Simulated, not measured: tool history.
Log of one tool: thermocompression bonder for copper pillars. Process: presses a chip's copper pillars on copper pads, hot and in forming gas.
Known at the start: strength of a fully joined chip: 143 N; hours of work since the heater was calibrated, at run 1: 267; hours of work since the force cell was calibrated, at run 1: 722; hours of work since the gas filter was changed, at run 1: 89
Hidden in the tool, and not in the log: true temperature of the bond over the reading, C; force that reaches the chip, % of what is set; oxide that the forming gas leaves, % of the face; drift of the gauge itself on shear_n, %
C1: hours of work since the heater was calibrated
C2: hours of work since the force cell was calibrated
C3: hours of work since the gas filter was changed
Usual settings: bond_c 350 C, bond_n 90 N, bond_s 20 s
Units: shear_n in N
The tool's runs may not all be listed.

{"run": 1, "hour": 0.0, "bond_c": 350, "bond_n": 90, "bond_s": 20, "C1": 267, "C2": 722, "C3": 89, "shear_n": 99.7}
{"run": 2, "hour": 10.2, "bond_c": 350, "bond_n": 90, "bond_s": 20, "C1": 275, "C2": 730, "C3": 97, "shear_n": 99.2}
{"run": 3, "hour": 20.6, "bond_c": 350, "bond_n": 90, "bond_s": 20, "C1": 283, "C2": 738, "C3": 105, "shear_n": 101.0}
{"run": 4, "hour": 39.0, "bond_c": 350, "bond_n": 90, "bond_s": 20, "C1": 298, "C2": 752, "C3": 119, "shear_n": 100.4}
{"hour": 49.6, "done": "forming gas filter changed"}
{"run": 5, "hour": 49.6, "bond_c": 350, "bond_n": 90, "bond_s": 20, "C1": 306, "C2": 760, "C3": 0, "shear_n": 101.4}
{"run": 6, "hour": 59.3, "bond_c": 350, "bond_n": 90, "bond_s": 11, "C1": 313, "C2": 768, "C3": 8, "shear_n": 85.5}
{"run": 7, "hour": 75.1, "bond_c": 350, "bond_n": 90, "bond_s": 11, "C1": 326, "C2": 780, "C3": 20, "shear_n": 86.2}
{"run": 8, "hour": 92.8, "bond_c": 365, "bond_n": 64, "bond_s": 20, "C1": 340, "C2": 794, "C3": 34, "shear_n": 96.7}
{"run": 9, "hour": 102.2, "bond_c": 365, "bond_n": 64, "bond_s": 20, "C1": 347, "C2": 801, "C3": 41, "shear_n": 96.2}
{"run": 10, "hour": 113.8, "bond_c": 365, "bond_n": 64, "bond_s": 20, "C1": 356, "C2": 810, "C3": 50, "shear_n": 98.8}
{"run": 11, "hour": 126.3, "bond_c": 335, "bond_n": 97, "bond_s": 23, "C1": 366, "C2": 820, "C3": 60, "shear_n": 95.8}
{"run": 12, "hour": 139.4, "bond_c": 335, "bond_n": 97, "bond_s": 23, "C1": 376, "C2": 830, "C3": 70, "shear_n": 95.7}

Forecast each of these 4 alternatives for the next run:
{"run": "A", "hour": 150.0, "bond_c": 350, "bond_n": 81, "bond_s": 41, "C1": 384, "C2": 839, "C3": 79, "shear_n": "?"}
{"run": "B", "hour": 150.0, "bond_c": 335, "bond_n": 97, "bond_s": 26, "C1": 384, "C2": 839, "C3": 79, "shear_n": "?"}
{"run": "C", "hour": 150.0, "bond_c": 347, "bond_n": 95, "bond_s": 56, "C1": 384, "C2": 839, "C3": 79, "shear_n": "?"}
{"run": "D", "hour": 150.0, "bond_c": 367, "bond_n": 88, "bond_s": 14, "C1": 384, "C2": 839, "C3": 79, "shear_n": "?"}

run=A shear_n=114.4
run=B shear_n=97.0
run=C shear_n=123.6
run=D shear_n=102.1
Without the tool's hidden state the same runs would have given:
run=A shear_n=114.7
run=B shear_n=97.2
run=C shear_n=123.9
run=D shear_n=102.3
